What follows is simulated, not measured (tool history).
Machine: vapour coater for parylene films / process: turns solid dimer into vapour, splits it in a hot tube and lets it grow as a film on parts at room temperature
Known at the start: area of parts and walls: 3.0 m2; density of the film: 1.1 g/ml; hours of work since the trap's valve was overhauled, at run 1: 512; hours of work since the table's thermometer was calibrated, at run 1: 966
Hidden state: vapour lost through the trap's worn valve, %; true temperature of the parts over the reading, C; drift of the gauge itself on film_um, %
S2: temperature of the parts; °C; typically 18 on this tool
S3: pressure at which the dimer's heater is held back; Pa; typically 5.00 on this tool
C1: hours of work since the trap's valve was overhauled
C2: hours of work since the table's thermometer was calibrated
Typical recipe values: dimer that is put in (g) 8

{"run": 1, "hour": 0.0, "dimer that is put in (g)": 8, "S2": 18, "S3": 5.0, "C1": 512, "C2": 966, "thickness of the film (nm)": 1932}
{"run": 2, "hour": 21.0, "dimer that is put in (g)": 8, "S2": 18, "S3": 5.0, "C1": 531, "C2": 985, "thickness of the film (nm)": 1909}
{"run": 3, "hour": 34.0, "dimer that is put in (g)": 8, "S2": 18, "S3": 5.0, "C1": 542, "C2": 996, "thickness of the film (nm)": 1928}
{"run": 4, "hour": 60.2, "dimer that is put in (g)": 8, "S2": 18, "S3": 5.0, "C1": 566, "C2": 1020, "thickness of the film (nm)": 1907}
{"run": 5, "hour": 74.3, "dimer that is put in (g)": 10, "S2": 18, "S3": 5.0, "C1": 578, "C2": 1032, "thickness of the film (nm)": 2374}
{"run": 6, "hour": 92.1, "dimer that is put in (g)": 10, "S2": 18, "S3": 5.0, "C1": 594, "C2": 1048, "thickness of the film (nm)": 2378}
{"run": 7, "hour": 107.2, "dimer that is put in (g)": 7, "S2": 18, "S3": 5.0, "C1": 607, "C2": 1061, "thickness of the film (nm)": 1678}
{"run": 8, "hour": 121.0, "dimer that is put in (g)": 7, "S2": 18, "S3": 5.0, "C1": 620, "C2": 1074, "thickness of the film (nm)": 1659}
{"run": 9, "hour": 145.0, "dimer that is put in (g)": 8, "S2": 18, "S3": 5.0, "C1": 641, "C2": 1095, "thickness of the film (nm)": 1924}
{"hour": 155.3, "done": "trap's valve overhauled"}
{"run": 10, "hour": 167.5, "dimer that is put in (g)": 8, "S2": 18, "S3": 3.25, "C1": 11, "C2": 1111, "thickness of the film (nm)": 2129}
{"run": 11, "hour": 191.3, "dimer that is put in (g)": 7, "S2": 18, "S3": 3.25, "C1": 32, "C2": 1133, "thickness of the film (nm)": 1840}
{"run": 12, "hour": 205.0, "dimer that is put in (g)": 7, "S2": 18, "S3": 3.25, "C1": 44, "C2": 1145, "thickness of the film (nm)": 1859}
{"run": 13, "hour": 227.8, "dimer that is put in (g)": 7, "S2": 18, "S3": 3.25, "C1": 64, "C2": 1165, "thickness of the film (nm)": 1850}
{"run": 14, "hour": 244.6, "dimer that is put in (g)": 8, "S2": 18, "S3": 6.59, "C1": 79, "C2": 1180, "thickness of the film (nm)": 1797}
{"run": 15, "hour": 271.2, "dimer that is put in (g)": 7, "S2": 18, "S3": 7.11, "C1": 103, "C2": 1204, "thickness of the film (nm)": 1552}
{"run": 16, "hour": 298.0, "dimer that is put in (g)": 7, "S2": 18, "S3": 7.11, "C1": 127, "C2": 1227, "thickness of the film (nm)": 1551}
{"run": 17, "hour": 314.7, "dimer that is put in (g)": 14, "S2": 18, "S3": 2.03, "C1": 142, "C2": 1242, "thickness of the film (nm)": 4134}
{"run": 18, "hour": 326.9, "dimer that is put in (g)": 6, "S2": 18, "S3": 2.03, "C1": 153, "C2": 1253, "thickness of the film (nm)": 1759}
{"run": 19, "hour": 340.6, "dimer that is put in (g)": 6, "S2": 18, "S3": 2.03, "C1": 165, "C2": 1265, "thickness of the film (nm)": 1759}
{"run": 20, "hour": 354.1, "dimer that is put in (g)": 4, "S2": 18, "S3": 2.95, "C1": 177, "C2": 1277, "thickness of the film (nm)": 1080}

5 options for the next run, each taken on its own from the tool as it stands now. Forecast them:
{"run": "A", "hour": 379.9, "dimer that is put in (g)": 6, "S2": 18, "S3": 4.49, "C1": 200, "C2": 1300, "thickness of the film (nm)": "?"}
{"run": "B", "hour": 379.9, "dimer that is put in (g)": 8, "S2": 27, "S3": 4.83, "C1": 200, "C2": 1300, "thickness of the film (nm)": "?"}
{"run": "C", "hour": 379.9, "dimer that is put in (g)": 11, "S2": 18, "S3": 2.95, "C1": 200, "C2": 1300, "thickness of the film (nm)": "?"}
{"run": "D", "hour": 379.9, "dimer that is put in (g)": 11, "S2": 26, "S3": 2.2, "C1": 200, "C2": 1300, "thickness of the film (nm)": "?"}
{"run": "E", "hour": 379.9, "dimer that is put in (g)": 11, "S2": 10, "S3": 2.19, "C1": 200, "C2": 1300, "thickness of the film (nm)": "?"}

run=A thickness_of_the_film_(nm)=1492
run=B thickness_of_the_film_(nm)=1454
run=C thickness_of_the_film_(nm)=2959
run=D thickness_of_the_film_(nm)=2463
run=E thickness_of_the_film_(nm)=3262
With no hidden state in the tool, these same runs would have given:
run=A thickness_of_the_film_(nm)=1492
run=B thickness_of_the_film_(nm)=1453
run=C thickness_of_the_film_(nm)=2959
run=D thickness_of_the_film_(nm)=2462
run=E thickness_of_the_film_(nm)=3264
